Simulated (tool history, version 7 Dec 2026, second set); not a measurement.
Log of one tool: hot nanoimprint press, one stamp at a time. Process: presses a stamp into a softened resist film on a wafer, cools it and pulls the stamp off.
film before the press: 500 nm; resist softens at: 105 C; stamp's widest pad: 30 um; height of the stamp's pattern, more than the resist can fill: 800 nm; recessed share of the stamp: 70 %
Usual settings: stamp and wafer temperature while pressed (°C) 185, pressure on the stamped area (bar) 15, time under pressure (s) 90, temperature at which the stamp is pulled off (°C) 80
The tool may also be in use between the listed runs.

run	hour	stamp and wafer temperature while pressed (°C)	pressure on the stamped area (bar)	time under pressure (s)	temperature at which the stamp is pulled off (°C)	resist left under the stamp's widest pad (nm)	greatest force while the stamp is pulled off (N)
1	0	185	15	90	80	198.6	95.2
2	48.9	185	15	90	80	197.2	97.8
# hour 91.7: stamp cleaned and given a new release coat
3	129.1	185	15	90	80	197.4	97.8
# hour 209.7: stamp cleaned and given a new release coat
4	210.6	184	15	90	80	205.2	95.5
5	255.4	184	15	90	80	204.4	98.7
# hour 330.1: stamp cleaned and given a new release coat
6	334.2	184	15	90	80	206.2	96.3
# hour 347.2: plate thermocouple calibrated
7	395.9	185	15	90	80	197.9	97.3
# hour 452.1: stamp cleaned and given a new release coat
8	452.5	185	15	90	80	196.7	97.4
# hour 473.4: press's hydraulic seals changed and the load cell set to zero
9	533.8	185	16.4	90	80	188.6	97.4
# hour 577.7: stamp cleaned and given a new release coat
10	600.6	185	15	90	78	196.5	102.4
11	656.5	185	15	90	81	196.7	94.6
# hour 693.4: stamp cleaned and given a new release coat
12	734.5	185	15	90	80	194.9	97.3
13	780.9	185	15	90	80	198.6	94.7
# hour 813.4: stamp cleaned and given a new release coat
14	858	185	15	90	80	194.5	96.9
15	904.9	188	9.6	90	77	213.9	105.1
# hour 929.9: stamp cleaned and given a new release coat
16	985.9	190	19.2	91	71	136.6	118
# hour 1050.2: stamp cleaned and given a new release coat
17	1072.7	190	19.2	91	71	134.3	120.2
# hour 1107: plate thermocouple calibrated
18	1141.8	185	24	79	71	164.9	120.2
# hour 1169.3: stamp cleaned and given a new release coat
19	1207.6	185	24	79	71	164.7	119.2
20	1251.5	185	24	79	71	163.1	121

Forecast run 21:
# hour 1288.4: stamp cleaned and given a new release coat
21	1302.4	185	24	79	71	?	?

{"run 21": {"resist left under the stamp's widest pad (nm)": 162.5, "greatest force while the stamp is pulled off (N)": 118.8}}
Without the tool's hidden state the same run would have given resist left under the stamp's widest pad (nm) 162.4, greatest force while the stamp is pulled off (N) 118.8.

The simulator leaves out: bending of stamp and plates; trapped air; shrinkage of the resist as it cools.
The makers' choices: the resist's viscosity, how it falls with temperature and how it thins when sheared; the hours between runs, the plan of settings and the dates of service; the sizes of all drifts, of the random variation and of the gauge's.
